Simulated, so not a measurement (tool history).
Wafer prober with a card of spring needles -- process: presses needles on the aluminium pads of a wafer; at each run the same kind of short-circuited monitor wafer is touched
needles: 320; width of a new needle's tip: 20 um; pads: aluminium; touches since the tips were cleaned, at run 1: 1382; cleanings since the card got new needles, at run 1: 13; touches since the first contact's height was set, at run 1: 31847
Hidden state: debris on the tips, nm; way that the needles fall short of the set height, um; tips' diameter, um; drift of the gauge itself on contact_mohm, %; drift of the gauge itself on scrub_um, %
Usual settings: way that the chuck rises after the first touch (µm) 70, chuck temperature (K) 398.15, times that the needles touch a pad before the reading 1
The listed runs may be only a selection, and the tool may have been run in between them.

| run | hour | way that the chuck rises after the first touch (µm) | chuck temperature (K) | times that the needles touch a pad before the reading | touches since the tips were cleaned | cleanings since the card got new needles | touches since the first contact's height was set | resistance of one needle with its contact and lead (mohm) | way that a needle slides on the pad (µm) |
|---|---|---|---|---|---|---|---|---|---|
| 1 | 0.0 | 70 | 398.15 | 1 | 1382 | 13 | 31847 | 130 | 18.68 |
|  | 2.3 | tips cleaned on abrasive film |
|  | 8.3 | tips cleaned on abrasive film |
|  | 14.4 | tips cleaned on abrasive film |
|  | 20.3 | tips cleaned on abrasive film |
| 2 | 22.1 | 70 | 384.15 | 1 | 735 | 17 | 40773 | 130 | 18.41 |
|  | 25.6 | tips cleaned on abrasive film |
|  | 30.6 | tips cleaned on abrasive film |
|  | 36.3 | tips cleaned on abrasive film |
| 3 | 41.0 | 70 | 398.15 | 1 | 1933 | 20 | 48461 | 130 | 18.44 |
|  | 42.4 | tips cleaned on abrasive film |
|  | 47.4 | tips cleaned on abrasive film |
|  | 53.5 | tips cleaned on abrasive film |
| 4 | 56.7 | 70 | 398.15 | 1 | 1335 | 23 | 54791 | 128 | 18.16 |
|  | 59.3 | tips cleaned on abrasive film |
|  | 65.2 | tips cleaned on abrasive film |
|  | 70.3 | tips cleaned on abrasive film |
|  | 76.3 | tips cleaned on abrasive film |
| 5 | 79.0 | 70 | 398.15 | 1 | 1092 | 27 | 63813 | 131 | 18.45 |
|  | 81.6 | tips cleaned on abrasive film |
|  | 87.3 | tips cleaned on abrasive film |
|  | 93.3 | tips cleaned on abrasive film |
|  | 99.2 | tips cleaned on abrasive film |
| 6 | 99.2 | 70 | 398.15 | 1 | 0 | 31 | 71955 | 132 | 18.34 |
|  | 105.4 | tips cleaned on abrasive film |
|  | 111.2 | tips cleaned on abrasive film |
| 7 | 113.8 | 81 | 398.15 | 1 | 1086 | 33 | 77906 | 125 | 21.21 |
|  | 116.4 | tips cleaned on abrasive film |
|  | 122.1 | tips cleaned on abrasive film |
|  | 128.3 | tips cleaned on abrasive film |
|  | 134.6 | tips cleaned on abrasive film |
| 8 | 136.6 | 81 | 398.15 | 1 | 854 | 37 | 87149 | 127 | 21.15 |
|  | 140.4 | tips cleaned on abrasive film |
|  | 146.3 | tips cleaned on abrasive film |
|  | 152.3 | tips cleaned on abrasive film |
| 9 | 153.2 | 81 | 398.15 | 1 | 383 | 40 | 93856 | 127 | 21.01 |
|  | 158.3 | tips cleaned on abrasive film |
|  | 163.7 | tips cleaned on abrasive film |
|  | 170.0 | tips cleaned on abrasive film |
| 10 | 174.9 | 81 | 398.15 | 1 | 2010 | 43 | 102649 | 129 | 21.33 |
|  | 176.2 | tips cleaned on abrasive film |
|  | 182.2 | tips cleaned on abrasive film |
|  | 188.3 | tips cleaned on abrasive film |
| 11 | 191.1 | 70 | 398.15 | 1 | 1143 | 46 | 109191 | 130 | 18.59 |
|  | 193.6 | tips cleaned on abrasive film |
|  | 198.6 | tips cleaned on abrasive film |
|  | 204.8 | tips cleaned on abrasive film |
| 12 | 205.0 | 86 | 398.15 | 1 | 54 | 49 | 114802 | 127 | 22.74 |
|  | 210.9 | tips cleaned on abrasive film |
|  | 216.9 | tips cleaned on abrasive film |
| 13 | 220.3 | 86 | 398.15 | 1 | 1414 | 51 | 121033 | 127 | 22.24 |
|  | 222.9 | tips cleaned on abrasive film |
|  | 229.1 | tips cleaned on abrasive film |
|  | 235.2 | tips cleaned on abrasive film |
| 14 | 237.9 | 86 | 398.15 | 1 | 1114 | 54 | 128155 | 129 | 23.06 |
|  | 240.3 | tips cleaned on abrasive film |
|  | 245.4 | tips cleaned on abrasive film |
|  | 250.4 | tips cleaned on abrasive film |
| 15 | 250.4 | 86 | 398.15 | 1 | 0 | 57 | 133198 | 129 | 22.61 |
|  | 255.5 | tips cleaned on abrasive film |
|  | 261.7 | tips cleaned on abrasive film |
| 16 | 262.4 | 89 | 398.15 | 2 | 293 | 59 | 138051 | 128 | 23.53 |
|  | 267.4 | tips cleaned on abrasive film |
|  | 273.5 | tips cleaned on abrasive film |
|  | 279.8 | tips cleaned on abrasive film |
| 17 | 281.5 | 89 | 398.15 | 2 | 720 | 62 | 145804 | 127 | 23.52 |
|  | 285.7 | tips cleaned on abrasive film |
|  | 292.0 | tips cleaned on abrasive film |
|  | 298.0 | tips cleaned on abrasive film |
|  | 303.0 | tips cleaned on abrasive film |
| 18 | 304.3 | 52 | 379.15 | 1 | 528 | 66 | 155027 | 129 | 13.44 |
|  | 308.9 | tips cleaned on abrasive film |
|  | 315.1 | tips cleaned on abrasive film |
| 19 | 317.8 | 52 | 379.15 | 1 | 1136 | 68 | 160505 | 132 | 13.43 |
|  | 320.3 | tips cleaned on abrasive film |
|  | 326.3 | tips cleaned on abrasive film |
| 20 | 330.7 | 52 | 379.15 | 1 | 1805 | 70 | 165710 | 133 | 13.61 |
|  | 332.0 | tips cleaned on abrasive film |
|  | 338.2 | tips cleaned on abrasive film |
|  | 344.1 | tips cleaned on abrasive film |
|  | 349.9 | tips cleaned on abrasive film |
| 21 | 351.9 | 88 | 333.15 | 1 | 845 | 74 | 174302 | 116 | 22.95 |

What does the tool deliver on the next run?
|  | 355.6 | tips cleaned on abrasive film |
|  | 361.7 | tips cleaned on abrasive film |
|  | 366.7 | tips cleaned on abrasive film |
| 22 | 367.0 | 88 | 333.15 | 1 | 114 | 77 | 180394 | ? | ? |

Run 22 yielded resistance of one needle with its contact and lead (mohm) 116, way that a needle slides on the pad (µm) 23.23.
With no hidden state in the tool, this same run would have given resistance of one needle with its contact and lead (mohm) 116, way that a needle slides on the pad (µm) 23.24.
